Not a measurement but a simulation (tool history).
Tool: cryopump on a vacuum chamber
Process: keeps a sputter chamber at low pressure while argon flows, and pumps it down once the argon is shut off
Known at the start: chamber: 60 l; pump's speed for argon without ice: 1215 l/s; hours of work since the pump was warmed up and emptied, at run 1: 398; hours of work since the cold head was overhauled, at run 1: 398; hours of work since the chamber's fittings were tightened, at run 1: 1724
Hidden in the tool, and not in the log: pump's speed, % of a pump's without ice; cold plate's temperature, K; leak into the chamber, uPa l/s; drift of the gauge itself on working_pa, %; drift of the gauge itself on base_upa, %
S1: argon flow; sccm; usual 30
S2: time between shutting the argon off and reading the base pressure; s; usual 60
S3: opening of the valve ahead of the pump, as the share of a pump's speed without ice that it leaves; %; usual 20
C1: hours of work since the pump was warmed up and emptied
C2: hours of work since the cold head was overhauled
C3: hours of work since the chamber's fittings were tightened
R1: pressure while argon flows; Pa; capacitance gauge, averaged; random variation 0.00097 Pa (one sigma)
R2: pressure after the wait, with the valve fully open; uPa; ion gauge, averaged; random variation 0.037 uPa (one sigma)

run 1 hour=0 | S1=30 S2=60 S3=20 | C1=398 C2=398 C3=1724 | R1=0.2097 R2=3.1
run 2 hour=25.1 | S1=17 S2=60 S3=20 | C1=416 C2=416 C3=1742 | R1=0.1202 R2=3.19
run 3 hour=69.3 | S1=44 S2=60 S3=20 | C1=447 C2=447 C3=1774 | R1=0.3096 R2=3.01
run 4 hour=98.5 | S1=44 S2=60 S3=20 | C1=468 C2=468 C3=1795 | R1=0.3091 R2=3.13
run 5 hour=129 | S1=30 S2=60 S3=20 | C1=490 C2=490 C3=1817 | R1=0.2107 R2=3.12
run 6 hour=176.5 | S1=30 S2=60 S3=20 | C1=524 C2=524 C3=1851 | R1=0.2108 R2=3.18
run 7 hour=216.1 | S1=30 S2=60 S3=20 | C1=552 C2=552 C3=1879 | R1=0.2117 R2=3.07
run 8 hour=263.8 | S1=30 S2=60 S3=20 | C1=586 C2=586 C3=1913 | R1=0.2113 R2=3.31
run 9 hour=301.1 | S1=30 S2=60 S3=20 | C1=613 C2=613 C3=1940 | R1=0.2131 R2=3.31
run 10 hour=322.6 | S1=30 S2=60 S3=20 | C1=628 C2=628 C3=1955 | R1=0.2112 R2=3.31
run 11 hour=352 | S1=32 S2=66 S3=48 | C1=649 C2=649 C3=1976 | R1=0.0958 R2=3.19
run 12 hour=392.2 | S1=30 S2=66 S3=19 | C1=678 C2=678 C3=2005 | R1=0.2234 R2=3.15
run 13 hour=421.4 | S1=20 S2=29 S3=17 | C1=699 C2=699 C3=2026 | R1=0.1656 R2=5.16
run 14 hour=453.7 | S1=20 S2=29 S3=17 | C1=722 C2=722 C3=2049 | R1=0.1661 R2=5.4
run 15 hour=477.4 | S1=30 S2=62 S3=20 | C1=739 C2=739 C3=2066 | R1=0.214 R2=3.19
run 16 hour=518.9 | S1=50 S2=48 S3=50 | C1=769 C2=769 C3=2096 | R1=0.1463 R2=3.9
run 17 hour=548.2 | S1=50 S2=48 S3=50 | C1=790 C2=790 C3=2117 | R1=0.1457 R2=3.86
run 18 hour=591.2 | S1=28 S2=60 S3=40 | C1=820 C2=820 C3=2147 | R1=0.102 R2=3.44
run 19 hour=637.4 | S1=30 S2=70 S3=47 | C1=853 C2=853 C3=2180 | R1=0.094 R2=3.27

Forecast each of these 4 alternatives for the next run:
run A hour=657.9 | S1=23 S2=37 S3=20 | C1=868 C2=868 C3=2195 | R1=? R2=?
run B hour=657.9 | S1=53 S2=70 S3=47 | C1=868 C2=868 C3=2195 | R1=? R2=?
run C hour=657.9 | S1=24 S2=186 S3=19 | C1=868 C2=868 C3=2195 | R1=? R2=?
run D hour=657.9 | S1=33 S2=21 S3=55 | C1=868 C2=868 C3=2195 | R1=? R2=?

run=A R1=0.1643 R2=4.65
run=B R1=0.167 R2=3.26
run=C R1=0.1787 R2=2.18
run=D R1=0.0887 R2=6.82
Without the tool's hidden state the same runs would have given:
run=A R1=0.1606 R2=3.22
run=B R1=0.1584 R2=1.83
run=C R1=0.1748 R2=0.79
run=D R1=0.0834 R2=5.41
